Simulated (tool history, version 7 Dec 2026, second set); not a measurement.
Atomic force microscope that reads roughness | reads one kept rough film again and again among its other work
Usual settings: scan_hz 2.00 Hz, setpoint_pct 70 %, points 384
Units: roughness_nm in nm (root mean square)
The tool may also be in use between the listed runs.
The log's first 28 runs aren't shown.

run,hour,scan_hz,setpoint_pct,points,roughness_nm
# hour 762.8: new tip fitted
29,771.0,2.00,63,859,3.334
30,794.2,2.00,86,494,2.805
31,825.2,2.00,72,385,3.131
# hour 830.7: new tip fitted
32,856.9,0.52,67,384,3.484
33,886.3,0.86,67,460,3.421
# hour 897.5: new tip fitted
34,921.5,0.86,67,460,3.451
35,947.8,0.86,67,460,3.445
# hour 963.5: new tip fitted
36,984.7,0.86,69,998,3.432
37,1021.1,0.86,68,998,3.424
# hour 1029.9: new tip fitted
38,1055.6,0.86,68,998,3.428
39,1079.2,0.86,68,998,3.444
# hour 1095.5: new tip fitted
40,1095.5,2.00,60,339,3.348
41,1112.5,2.00,73,430,3.131
42,1149.4,3.88,61,420,3.146
# hour 1162.3: new tip fitted
43,1185.8,0.68,85,420,3.296
44,1203.6,0.54,66,973,3.531
45,1220.0,1.83,75,384,3.107
# hour 1230.0: new tip fitted
46,1236.4,1.19,87,300,3.009
47,1251.5,0.65,87,289,3.245
48,1266.9,0.93,70,384,3.416
49,1288.2,1.57,70,559,3.265
# hour 1296.5: new tip fitted
50,1325.6,2.63,83,828,2.725
# hour 1362.5: new tip fitted
51,1362.5,1.00,84,403,3.180
52,1398.4,3.60,72,716,2.880

Forecast each of these 3 alternatives for the next run:
# hour 1428.0: new tip fitted
A,1433.8,3.60,80,716,?
# hour 1428.0: new tip fitted
B,1433.8,1.61,70,384,?
# hour 1428.0: new tip fitted
C,1433.8,1.18,62,369,?

run,roughness_nm
A,2.613
B,3.229
C,3.423
Without the tool's hidden state the same runs would have given:
run,roughness_nm
A,2.615
B,3.232
C,3.426
